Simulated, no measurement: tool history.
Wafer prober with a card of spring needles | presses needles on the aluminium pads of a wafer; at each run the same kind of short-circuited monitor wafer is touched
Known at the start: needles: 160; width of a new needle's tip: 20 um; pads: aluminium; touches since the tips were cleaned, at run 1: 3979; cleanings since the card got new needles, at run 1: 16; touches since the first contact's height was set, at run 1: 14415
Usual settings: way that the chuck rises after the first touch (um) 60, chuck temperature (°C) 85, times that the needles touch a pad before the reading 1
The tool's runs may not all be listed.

run	hour	way that the chuck rises after the first touch (um)	chuck temperature (°C)	times that the needles touch a pad before the reading	touches since the tips were cleaned	cleanings since the card got new needles	touches since the first contact's height was set	resistance of one needle with its contact and lead (mohm)	way that a needle slides on the pad (um)
1	0	60	85	1	3979	16	14415	384	10.133
# hour 14.8: tips cleaned on abrasive film
2	15.5	60	85	1	168	17	18010	305	10.132
3	41.3	60	85	1	6176	17	24018	387	10.128
# hour 46.8: tips cleaned on abrasive film
4	54.6	60	85	1	1825	18	27098	360	10.118
5	75.5	60	85	1	6691	18	31964	382	10.115
# hour 77.6: tips cleaned on abrasive film
6	98.8	60	91	1	4940	19	37372	380	10.113
# hour 107.8: tips cleaned on abrasive film
7	120.9	60	91	3	3055	20	42507	317	10.089
# hour 138.3: tips cleaned on abrasive film
8	142.4	60	85	1	973	21	47510	339	10.085
# hour 168.3: tips cleaned on abrasive film
9	171.2	60	85	1	682	22	54202	332	10.067
10	189	60	85	1	4825	22	58345	382	10.08
# hour 199.2: tips cleaned on abrasive film
# hour 199.5: height of the first contact set anew
11	202.9	60	85	1	813	23	813	332	10.167
12	216	60	85	1	3867	23	3867	375	10.157
# hour 229.5: tips cleaned on abrasive film
13	230.4	60	85	1	225	24	7199	306	10.151
14	243.7	44	85	1	3313	24	10287	457	7.444
# hour 259.7: tips cleaned on abrasive film
15	271.9	60	85	1	2849	25	16840	374	10.132
# hour 291.6: tips cleaned on abrasive film
16	294.1	60	85	1	588	26	22007	325	10.13
17	308.1	60	85	1	3844	26	25263	381	10.128
# hour 323.4: tips cleaned on abrasive film
18	327.8	73	89	2	1024	27	29838	305	12.315
# hour 353.9: tips cleaned on abrasive film
19	355.9	76	62	1	460	28	36362	302	12.809
20	374.1	71	85	1	4692	28	40594	352	11.964
# hour 384.2: tips cleaned on abrasive film
21	399.9	65	26	1	3654	29	46599	356	10.928
# hour 414.6: tips cleaned on abrasive film
22	418.7	65	73	1	942	30	50946	327	10.916
23	434.7	65	73	1	4686	30	54690	371	10.918
# hour 445.6: tips cleaned on abrasive film
24	448.3	62	62	2	637	31	57842	303	10.393
# hour 460: height of the first contact set anew
25	470.1	41	85	1	5645	31	2356	491	6.944
# hour 476.2: tips cleaned on abrasive film
26	487.8	42	29	1	2703	32	6459	448	7.102
# hour 506.5: tips cleaned on abrasive film
27	510.3	73	55	2	866	33	11671	293	12.329
# hour 536.8: tips cleaned on abrasive film
28	539.8	48	50	2	707	34	18541	319	8.092
29	559.5	41	50	2	5285	34	23119	413	6.913
# hour 567.3: tips cleaned on abrasive film
30	589.4	41	50	2	5146	35	30080	407	6.899
# hour 597.9: tips cleaned on abrasive film
31	605.2	60	85	3	1710	36	33745	314	10.096
# hour 628.4: tips cleaned on abrasive film
32	633.9	60	85	3	1291	37	40403	313	10.084
33	657.4	66	85	1	6765	37	45877	374	11.109

Some steps in resistance of one needle with its contact and lead (mohm) between neighbouring runs. How much of each would the tool show without its hidden state too (settings, what came in, random variation), and how much is left for the hidden state, with any gauge scatter that isn't in both results?
The hidden state here: debris on the tips, nm; way that the needles fall short of the set height, um; tips' diameter, um; drift of the gauge itself on contact_mohm, %; drift of the gauge itself on scrub_um, %.
Run 13 -> 14: way that the chuck rises after the first touch (um) 60 -> 44. resistance of one needle with its contact and lead (mohm) +151: hidden state +140, all else +11.
Run 24 -> 25: way that the chuck rises after the first touch (um) 62 -> 41, chuck temperature (°C) 62 -> 85, times that the needles touch a pad before the reading 2 -> 1, height of the first contact set anew. resistance of one needle with its contact and lead (mohm) +188: hidden state +173, all else +15.
Run 26 -> 27: way that the chuck rises after the first touch (um) 42 -> 73, chuck temperature (°C) 29 -> 55, times that the needles touch a pad before the reading 1 -> 2, tips cleaned on abrasive film. resistance of one needle with its contact and lead (mohm) -155: hidden state -152, all else -3.
